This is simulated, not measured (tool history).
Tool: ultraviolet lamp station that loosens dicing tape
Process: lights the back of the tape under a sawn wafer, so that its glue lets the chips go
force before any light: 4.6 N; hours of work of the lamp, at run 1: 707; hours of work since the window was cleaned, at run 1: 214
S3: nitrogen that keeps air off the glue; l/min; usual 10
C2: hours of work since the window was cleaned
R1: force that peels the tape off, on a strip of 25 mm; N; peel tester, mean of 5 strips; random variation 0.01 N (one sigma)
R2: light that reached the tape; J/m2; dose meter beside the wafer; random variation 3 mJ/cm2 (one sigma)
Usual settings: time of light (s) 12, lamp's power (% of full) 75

run 1 hour=0.0 | time_of_light_(s)=12 lamp's_power_(%_of_full)=75 S3=10 | hours_of_work_of_the_lamp=707 C2=214 | R1=0.471 R2=4580
run 2 hour=81.9 | time_of_light_(s)=12 lamp's_power_(%_of_full)=92 S3=10 | hours_of_work_of_the_lamp=742 C2=249 | R1=0.309 R2=5660
run 3 hour=131.1 | time_of_light_(s)=12 lamp's_power_(%_of_full)=75 S3=14 | hours_of_work_of_the_lamp=763 C2=270 | R1=0.335 R2=4590
run 4 hour=183.2 | time_of_light_(s)=12 lamp's_power_(%_of_full)=75 S3=14 | hours_of_work_of_the_lamp=785 C2=293 | R1=0.340 R2=4610
run 5 hour=219.4 | time_of_light_(s)=12 lamp's_power_(%_of_full)=75 S3=10 | hours_of_work_of_the_lamp=801 C2=308 | R1=0.444 R2=4590
run 6 hour=253.5 | time_of_light_(s)=6 lamp's_power_(%_of_full)=75 S3=10 | hours_of_work_of_the_lamp=816 C2=323 | R1=1.387 R2=2300
run 7 hour=297.3 | time_of_light_(s)=11 lamp's_power_(%_of_full)=67 S3=13 | hours_of_work_of_the_lamp=834 C2=342 | R1=0.567 R2=3760
run 8 hour=346.5 | time_of_light_(s)=14 lamp's_power_(%_of_full)=93 S3=9 | hours_of_work_of_the_lamp=856 C2=363 | R1=0.215 R2=6570
run 9 hour=410.7 | time_of_light_(s)=14 lamp's_power_(%_of_full)=93 S3=9 | hours_of_work_of_the_lamp=883 C2=390 | R1=0.231 R2=6600
run 10 hour=493.7 | time_of_light_(s)=9 lamp's_power_(%_of_full)=75 S3=10 | hours_of_work_of_the_lamp=919 C2=426 | R1=0.761 R2=3420
run 11 hour=569.4 | time_of_light_(s)=12 lamp's_power_(%_of_full)=84 S3=10 | hours_of_work_of_the_lamp=951 C2=459 | R1=0.344 R2=5130

Forecast each of these 4 alternatives for the next run:
run A hour=612.8 | time_of_light_(s)=9 lamp's_power_(%_of_full)=75 S3=6 | hours_of_work_of_the_lamp=970 C2=477 | R1=? R2=?
run B hour=612.8 | time_of_light_(s)=12 lamp's_power_(%_of_full)=75 S3=3 | hours_of_work_of_the_lamp=970 C2=477 | R1=? R2=?
run C hour=612.8 | time_of_light_(s)=8 lamp's_power_(%_of_full)=60 S3=6 | hours_of_work_of_the_lamp=970 C2=477 | R1=? R2=?
run D hour=612.8 | time_of_light_(s)=12 lamp's_power_(%_of_full)=78 S3=10 | hours_of_work_of_the_lamp=970 C2=477 | R1=? R2=?

run=A R1=1.067 R2=3400
run=B R1=1.127 R2=4570
run=C R1=1.646 R2=2400
run=D R1=0.427 R2=4730
Without the tool's hidden state the same runs would have given:
run=A R1=1.061 R2=3420
run=B R1=1.120 R2=4580
run=C R1=1.639 R2=2410
run=D R1=0.423 R2=4750
